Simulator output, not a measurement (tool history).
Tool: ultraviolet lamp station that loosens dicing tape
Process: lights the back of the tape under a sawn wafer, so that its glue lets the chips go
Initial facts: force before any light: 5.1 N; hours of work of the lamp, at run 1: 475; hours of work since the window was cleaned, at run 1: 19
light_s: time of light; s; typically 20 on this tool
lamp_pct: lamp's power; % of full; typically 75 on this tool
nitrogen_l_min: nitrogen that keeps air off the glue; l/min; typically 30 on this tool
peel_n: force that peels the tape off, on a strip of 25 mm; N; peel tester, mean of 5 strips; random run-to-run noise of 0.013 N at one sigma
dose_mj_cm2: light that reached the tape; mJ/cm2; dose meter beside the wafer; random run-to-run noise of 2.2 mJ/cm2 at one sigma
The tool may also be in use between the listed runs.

run	hour	light_s	lamp_pct	nitrogen_l_min	hours of work of the lamp	hours of work since the window was cleaned	peel_n	dose_mj_cm2
1	0.0	20	75	30	475	19	0.752	169
2	12.1	20	75	30	483	28	0.726	165
3	27.2	20	75	30	495	39	0.771	169
4	35.9	22	75	30	501	46	0.651	185
5	48.8	22	75	30	510	55	0.658	187
6	62.8	22	75	30	521	65	0.655	182
7	71.4	20	75	30	527	72	0.766	165
8	81.5	20	76	30	534	79	0.755	164
9	88.9	14	63	11	540	85	2.212	94
10	99.9	14	63	11	548	93	2.178	95
11	110.0	14	96	38	555	100	0.815	145
12	123.2	18	78	10	565	110	1.408	152
13	137.6	18	78	10	576	120	1.495	149
14	151.5	18	78	10	586	130	1.463	145
15	162.2	18	78	10	594	138	1.459	150
16	176.1	29	79	30	604	149	0.415	239

Table of differences, measured result less the result of that run with no hidden state. Run-to-run variation is the same in both. Gauge scatter possibly is not:
Hidden state present: lamp's light, % of a new lamp's; light that the window lets through, % of a clean one's; drift of the gauge itself on peel_n, %; drift of the gauge itself on dose_mj_cm2, %.
run	peel_n	dose_mj_cm2
1	+0.150	-26
2	+0.151	-26
3	+0.163	-27
4	+0.142	-30
5	+0.146	-31
6	+0.149	-32
7	+0.177	-29
8	+0.177	-30
9	+0.308	-18
10	+0.310	-19
11	+0.199	-29
12	+0.291	-31
13	+0.313	-31
14	+0.315	-32
15	+0.315	-32
16	+0.100	-54
